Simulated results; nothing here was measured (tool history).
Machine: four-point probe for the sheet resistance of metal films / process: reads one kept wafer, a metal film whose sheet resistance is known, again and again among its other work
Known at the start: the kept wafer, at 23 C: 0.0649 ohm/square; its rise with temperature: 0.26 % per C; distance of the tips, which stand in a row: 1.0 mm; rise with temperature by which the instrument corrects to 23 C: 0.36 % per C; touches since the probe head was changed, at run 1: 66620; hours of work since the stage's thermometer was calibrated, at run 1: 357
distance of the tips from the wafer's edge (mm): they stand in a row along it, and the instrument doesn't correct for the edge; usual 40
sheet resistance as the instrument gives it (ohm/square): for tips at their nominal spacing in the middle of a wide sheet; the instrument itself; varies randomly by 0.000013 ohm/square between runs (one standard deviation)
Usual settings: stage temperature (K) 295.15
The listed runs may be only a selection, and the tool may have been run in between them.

run	hour	stage temperature (K)	distance of the tips from the wafer's edge (mm)	touches since the probe head was changed	hours of work since the stage's thermometer was calibrated	sheet resistance as the instrument gives it (ohm/square)
1	0.0	295.15	40	66620	357	0.064254
2	48.3	295.15	40	67729	379	0.064261
3	118.3	295.15	40	69336	411	0.064224
4	189.0	295.15	40	70960	444	0.064229
5	229.2	295.15	40	71883	462	0.064208
6	297.6	295.15	40	73454	493	0.064187
7	352.0	295.15	40	74701	518	0.064189
8	414.1	295.15	40	76128	547	0.064179
9	450.2	305.15	40	76957	563	0.063547
10	493.4	295.15	40	77949	583	0.064170
11	534.7	295.15	40	78896	602	0.064129
12	590.0	295.15	40	80168	627	0.064147
13	664.2	295.15	40	81870	661	0.064114
14	746.2	295.15	40	83753	698	0.064098
# hour 808.1: new probe head fitted
15	808.1	304.15	40	0	726	0.064800
16	884.4	295.15	40	1753	761	0.065339
17	959.7	297.15	40	3482	796	0.065180
18	1013.5	298.15	40	4716	820	0.065111
19	1050.6	295.15	12	5568	837	0.065503
20	1128.0	295.15	12	7346	873	0.065479
21	1176.5	295.15	40	8459	895	0.065259
22	1215.5	295.15	40	9354	913	0.065245
23	1250.0	295.15	40	10148	928	0.065231
24	1298.1	295.15	40	11253	950	0.065223
25	1351.3	300.15	37	12474	975	0.064887
26	1391.0	300.15	37	13384	993	0.064886
27	1430.5	308.15	19	14293	1011	0.064454
28	1469.0	292.15	16	15176	1029	0.065504
29	1519.5	298.15	12	16337	1052	0.065203
30	1594.0	306.15	54	18046	1086	0.064481
31	1654.6	299.15	7	19438	1113	0.065565
32	1724.3	299.15	7	21038	1145	0.065546
33	1798.4	299.15	7	22740	1179	0.065567
34	1833.8	292.15	7	23552	1195	0.065997
35	1889.4	293.15	32	24830	1221	0.065264
36	1936.5	297.15	30	25910	1242	0.064974
37	1996.5	297.15	30	27288	1270	0.064947
38	2055.6	297.15	30	28645	1297	0.064968
39	2091.0	291.15	8	29458	1313	0.065822
40	2153.0	291.15	8	30883	1341	0.065819
41	2220.1	297.15	35	32422	1372	0.064903
42	2260.1	297.15	35	33340	1390	0.064902
43	2297.0	297.15	35	34188	1407	0.064889
44	2364.6	297.15	35	35740	1438	0.064874
45	2429.1	295.15	49	37222	1468	0.064950

Selected run-to-run steps in sheet resistance as the instrument gives it (ohm/square), each split into two signed amounts: the part the tool would show with no hidden state at all (from settings, incoming material and random variation), and the remainder, which goes to the hidden state together with any gauge scatter not common to the measured and the hidden-state-free results:
Hidden state at play: inner tips' distance over the nominal, %; tips' flats over new ones', %; wafer's true temperature over the reading, C; drift of the gauge itself on sheet_ohm, %.
Run 9 -> 10: stage temperature (K) 305.15 -> 295.15. sheet resistance as the instrument gives it (ohm/square) +0.000623: hidden state -0.000019, all else +0.000642.
Run 13 -> 14: no setting changed, nothing entered. sheet resistance as the instrument gives it (ohm/square) -0.000016: hidden state -0.000018, all else +0.000002.
Run 14 -> 15: stage temperature (K) 295.15 -> 304.15, new probe head fitted. sheet resistance as the instrument gives it (ohm/square) +0.000702: hidden state +0.001239, all else -0.000537.
Run 27 -> 28: stage temperature (K) 308.15 -> 292.15, distance of the tips from the wafer's edge (mm) 19 -> 16. sheet resistance as the instrument gives it (ohm/square) +0.001050: hidden state -0.000008, all else +0.001058.
Run 30 -> 31: stage temperature (K) 306.15 -> 299.15, distance of the tips from the wafer's edge (mm) 54 -> 7. sheet resistance as the instrument gives it (ohm/square) +0.001084: hidden state -0.000011, all else +0.001095.
Run 40 -> 41: stage temperature (K) 291.15 -> 297.15, distance of the tips from the wafer's edge (mm) 8 -> 35. sheet resistance as the instrument gives it (ohm/square) -0.000916: hidden state -0.000013, all else -0.000903.

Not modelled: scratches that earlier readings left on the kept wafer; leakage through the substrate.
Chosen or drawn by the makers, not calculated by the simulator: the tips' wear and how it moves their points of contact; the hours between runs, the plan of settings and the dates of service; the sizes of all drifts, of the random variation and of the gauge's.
